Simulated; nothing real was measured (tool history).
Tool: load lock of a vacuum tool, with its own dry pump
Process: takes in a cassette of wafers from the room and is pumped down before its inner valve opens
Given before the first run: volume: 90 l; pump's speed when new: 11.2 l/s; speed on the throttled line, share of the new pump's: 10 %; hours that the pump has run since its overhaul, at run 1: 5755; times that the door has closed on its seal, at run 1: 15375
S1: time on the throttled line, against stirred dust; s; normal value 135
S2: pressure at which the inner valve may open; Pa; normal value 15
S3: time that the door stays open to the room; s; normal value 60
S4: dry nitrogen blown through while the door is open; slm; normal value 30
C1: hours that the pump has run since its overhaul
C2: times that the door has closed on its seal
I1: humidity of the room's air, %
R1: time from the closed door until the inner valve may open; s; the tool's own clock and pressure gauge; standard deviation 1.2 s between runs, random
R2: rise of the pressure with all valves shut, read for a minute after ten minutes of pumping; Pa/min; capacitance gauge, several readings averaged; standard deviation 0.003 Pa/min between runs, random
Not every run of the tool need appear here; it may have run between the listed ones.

{"run": 1, "hour": 0.0, "S1": 135, "S2": 15, "S3": 60, "S4": 30, "C1": 5755, "C2": 15375, "I1": 43.5, "R1": 196.1, "R2": 0.083}
{"run": 2, "hour": 147.2, "S1": 135, "S2": 15, "S3": 60, "S4": 30, "C1": 5902, "C2": 15769, "I1": 42.7, "R1": 198.6, "R2": 0.082}
{"run": 3, "hour": 360.3, "S1": 135, "S2": 20, "S3": 60, "S4": 30, "C1": 6115, "C2": 16338, "I1": 43.4, "R1": 195.9, "R2": 0.084}
{"run": 4, "hour": 572.7, "S1": 135, "S2": 15, "S3": 60, "S4": 30, "C1": 6328, "C2": 16905, "I1": 43.3, "R1": 196.9, "R2": 0.083}
{"run": 5, "hour": 704.4, "S1": 135, "S2": 15, "S3": 60, "S4": 28, "C1": 6459, "C2": 17257, "I1": 47.2, "R1": 197.1, "R2": 0.094}
{"run": 6, "hour": 886.8, "S1": 135, "S2": 15, "S3": 60, "S4": 30, "C1": 6642, "C2": 17745, "I1": 45.2, "R1": 196.7, "R2": 0.093}
{"run": 7, "hour": 978.2, "S1": 135, "S2": 15, "S3": 60, "S4": 30, "C1": 6733, "C2": 17989, "I1": 44.9, "R1": 193.5, "R2": 0.091}
{"run": 8, "hour": 1078.0, "S1": 135, "S2": 15, "S3": 126, "S4": 30, "C1": 6833, "C2": 18255, "I1": 42.5, "R1": 197.5, "R2": 0.094}
{"run": 9, "hour": 1236.4, "S1": 135, "S2": 15, "S3": 126, "S4": 30, "C1": 6991, "C2": 18679, "I1": 45.6, "R1": 196.6, "R2": 0.105}
{"run": 10, "hour": 1374.6, "S1": 135, "S2": 15, "S3": 87, "S4": 30, "C1": 7129, "C2": 19048, "I1": 45.6, "R1": 196.5, "R2": 0.113}
{"run": 11, "hour": 1541.0, "S1": 135, "S2": 15, "S3": 88, "S4": 30, "C1": 7296, "C2": 19492, "I1": 45.3, "R1": 196.5, "R2": 0.103}
{"run": 12, "hour": 1754.5, "S1": 135, "S2": 15, "S3": 88, "S4": 30, "C1": 7509, "C2": 20063, "I1": 46.8, "R1": 197.2, "R2": 0.115}
{"run": 13, "hour": 1879.7, "S1": 135, "S2": 15, "S3": 88, "S4": 30, "C1": 7635, "C2": 20397, "I1": 44.1, "R1": 198.6, "R2": 0.111}
{"run": 14, "hour": 2067.3, "S1": 135, "S2": 15, "S3": 88, "S4": 30, "C1": 7822, "C2": 20899, "I1": 44.1, "R1": 200.3, "R2": 0.111}
{"run": 15, "hour": 2272.4, "S1": 135, "S2": 18, "S3": 60, "S4": 30, "C1": 8027, "C2": 21446, "I1": 48.2, "R1": 197.8, "R2": 0.12}
{"run": 16, "hour": 2412.8, "S1": 135, "S2": 18, "S3": 60, "S4": 30, "C1": 8168, "C2": 21822, "I1": 44.7, "R1": 198.9, "R2": 0.11}
{"run": 17, "hour": 2530.0, "S1": 135, "S2": 15, "S3": 60, "S4": 30, "C1": 8285, "C2": 22135, "I1": 48.7, "R1": 201.1, "R2": 0.115}
{"run": 18, "hour": 2660.3, "S1": 137, "S2": 23, "S3": 124, "S4": 30, "C1": 8415, "C2": 22483, "I1": 46.6, "R1": 195.8, "R2": 0.12}
{"run": 19, "hour": 2781.8, "S1": 100, "S2": 15, "S3": 51, "S4": 7, "C1": 8537, "C2": 22807, "I1": 45, "R1": 167.9, "R2": 0.137}
{"run": 20, "hour": 2885.3, "S1": 85, "S2": 26, "S3": 45, "S4": 30, "C1": 8640, "C2": 23084, "I1": 43.5, "R1": 147.8, "R2": 0.119}
{"run": 21, "hour": 3034.2, "S1": 224, "S2": 16, "S3": 45, "S4": 30, "C1": 8789, "C2": 23482, "I1": 46.4, "R1": 277.7, "R2": 0.129}
{"run": 22, "hour": 3181.2, "S1": 224, "S2": 11, "S3": 45, "S4": 10, "C1": 8936, "C2": 23874, "I1": 43.8, "R1": 283.2, "R2": 0.142}
{"run": 23, "hour": 3390.4, "S1": 224, "S2": 11, "S3": 45, "S4": 10, "C1": 9145, "C2": 24434, "I1": 43, "R1": 283.8, "R2": 0.137}
{"run": 24, "hour": 3552.2, "S1": 110, "S2": 11, "S3": 105, "S4": 6, "C1": 9307, "C2": 24866, "I1": 45.6, "R1": 180.3, "R2": 0.164}
{"run": 25, "hour": 3730.0, "S1": 101, "S2": 16, "S3": 105, "S4": 6, "C1": 9485, "C2": 25341, "I1": 41.1, "R1": 171.5, "R2": 0.158}
{"run": 26, "hour": 3833.1, "S1": 135, "S2": 11, "S3": 60, "S4": 30, "C1": 9588, "C2": 25616, "I1": 47.9, "R1": 206.2, "R2": 0.139}
{"run": 27, "hour": 3966.8, "S1": 227, "S2": 15, "S3": 38, "S4": 5, "C1": 9722, "C2": 25973, "I1": 44.8, "R1": 281.8, "R2": 0.16}
{"run": 28, "hour": 4132.1, "S1": 135, "S2": 15, "S3": 60, "S4": 40, "C1": 9887, "C2": 26415, "I1": 45.8, "R1": 201.4, "R2": 0.138}
{"run": 29, "hour": 4260.6, "S1": 135, "S2": 24, "S3": 32, "S4": 12, "C1": 10016, "C2": 26759, "I1": 43.7, "R1": 194.6, "R2": 0.145}
{"run": 30, "hour": 4436.3, "S1": 135, "S2": 11, "S3": 60, "S4": 5, "C1": 10191, "C2": 27228, "I1": 45.3, "R1": 203.7, "R2": 0.163}
{"run": 31, "hour": 4558.3, "S1": 125, "S2": 15, "S3": 60, "S4": 30, "C1": 10313, "C2": 27554, "I1": 44.8, "R1": 191.8, "R2": 0.147}
{"run": 32, "hour": 4726.1, "S1": 68, "S2": 15, "S3": 60, "S4": 44, "C1": 10481, "C2": 28002, "I1": 46, "R1": 141.5, "R2": 0.146}
{"run": 33, "hour": 4891.5, "S1": 195, "S2": 12, "S3": 60, "S4": 27, "C1": 10646, "C2": 28444, "I1": 47.4, "R1": 259.2, "R2": 0.153}
{"run": 34, "hour": 5052.3, "S1": 195, "S2": 12, "S3": 60, "S4": 27, "C1": 10807, "C2": 28874, "I1": 41.7, "R1": 256, "R2": 0.159}

Predict each of these 3 candidate next runs independently; none follows another, all start after run 34:
{"run": "A", "hour": 5224.3, "S1": 242, "S2": 12, "S3": 125, "S4": 30, "C1": 10979, "C2": 29333, "I1": 45.9, "R1": "?", "R2": "?"}
{"run": "B", "hour": 5224.3, "S1": 72, "S2": 15, "S3": 60, "S4": 10, "C1": 10979, "C2": 29333, "I1": 45.7, "R1": "?", "R2": "?"}
{"run": "C", "hour": 5224.3, "S1": 135, "S2": 15, "S3": 129, "S4": 6, "C1": 10979, "C2": 29333, "I1": 44.4, "R1": "?", "R2": "?"}

run=A R1=295.4 R2=0.167
run=B R1=146.7 R2=0.176
run=C R1=204.6 R2=0.188
With the hidden condition removed and each run's random variation left untouched, the same runs would have given:
run=A R1=287.1 R2=0.03
run=B R1=135.6 R2=0.041
run=C R1=194.6 R2=0.055

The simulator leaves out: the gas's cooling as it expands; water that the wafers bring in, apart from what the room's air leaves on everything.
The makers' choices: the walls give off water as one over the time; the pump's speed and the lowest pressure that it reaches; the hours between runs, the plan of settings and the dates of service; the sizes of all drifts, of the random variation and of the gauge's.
